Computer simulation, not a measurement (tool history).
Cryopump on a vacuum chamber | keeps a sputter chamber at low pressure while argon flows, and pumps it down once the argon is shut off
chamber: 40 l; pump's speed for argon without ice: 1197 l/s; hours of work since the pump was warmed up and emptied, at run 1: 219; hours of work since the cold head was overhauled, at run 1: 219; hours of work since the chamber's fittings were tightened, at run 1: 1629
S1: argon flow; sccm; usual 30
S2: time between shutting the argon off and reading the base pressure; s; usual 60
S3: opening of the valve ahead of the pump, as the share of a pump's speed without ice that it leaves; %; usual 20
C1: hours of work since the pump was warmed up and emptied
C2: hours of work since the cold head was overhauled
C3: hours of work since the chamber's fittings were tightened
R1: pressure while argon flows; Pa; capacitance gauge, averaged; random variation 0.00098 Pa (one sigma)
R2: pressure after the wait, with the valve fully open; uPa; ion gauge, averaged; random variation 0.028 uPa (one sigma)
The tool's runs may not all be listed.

run	hour	S1	S2	S3	C1	C2	C3	R1	R2
1	0.0	30	60	20	219	219	1629	0.2143	2.73
2	9.3	30	60	40	228	228	1637	0.1074	2.70
3	22.6	30	60	20	240	240	1649	0.2139	2.77
4	30.4	30	60	20	247	247	1656	0.2137	2.80
5	38.5	30	60	57	254	254	1663	0.0765	2.79
6	49.1	30	60	57	263	263	1673	0.0760	2.84
7	63.4	14	60	20	276	276	1686	0.0997	2.79
8	79.5	14	60	19	290	290	1700	0.1056	2.86
9	87.1	14	60	19	297	297	1707	0.1052	2.86
10	103.6	30	60	20	312	312	1721	0.2144	2.85
11	118.5	30	60	20	325	325	1735	0.2142	2.85
12	130.5	30	60	20	336	336	1745	0.2140	2.91
13	141.0	30	20	20	345	345	1755	0.2149	5.06
14	150.2	30	20	20	353	353	1763	0.2147	5.10
15	157.9	30	45	20	360	360	1770	0.2128	3.20
16	171.3	30	60	20	372	372	1782	0.2150	2.84
17	178.5	30	60	29	378	378	1788	0.1493	2.89
18	195.2	30	60	58	393	393	1803	0.0754	2.91
19	208.6	30	60	58	405	405	1815	0.0767	2.92
20	219.4	15	60	20	415	415	1824	0.1063	2.94
21	227.4	15	60	20	422	422	1831	0.1080	2.92
22	240.2	32	20	20	433	433	1843	0.2291	5.16
23	254.2	32	20	20	446	446	1855	0.2283	5.20
24	264.2	28	144	20	455	455	1864	0.1994	2.34
25	279.0	30	86	53	468	468	1877	0.0842	2.65
26	291.4	27	27	36	479	479	1888	0.1096	4.35
27	300.3	27	27	36	487	487	1896	0.1098	4.42
28	308.6	16	267	35	494	494	1904	0.0667	2.23
29	321.4	58	267	35	505	505	1915	0.2416	2.15
30	333.9	58	267	35	517	517	1926	0.2406	2.17
31	350.9	37	69	24	532	532	1941	0.2239	3.01
32	366.9	37	69	30	546	546	1956	0.1787	3.00
33	381.6	15	69	29	559	559	1969	0.0752	3.02
34	394.8	30	60	17	571	571	1980	0.2527	3.20
35	402.1	23	269	17	577	577	1987	0.1931	2.34

3 ways to go on from here, each from the tool as it stands after run 35. What would each give?
A	415.4	47	244	59	589	589	1999	?	?
B	415.4	16	142	31	589	589	1999	?	?
C	415.4	23	26	56	589	589	1999	?	?

run	R1	R2
A	0.1195	2.38
B	0.0751	2.52
C	0.0627	4.59
Without the tool's hidden state the same runs would have given:
run	R1	R2
A	0.1127	0.53
B	0.0728	0.74
C	0.0594	2.80
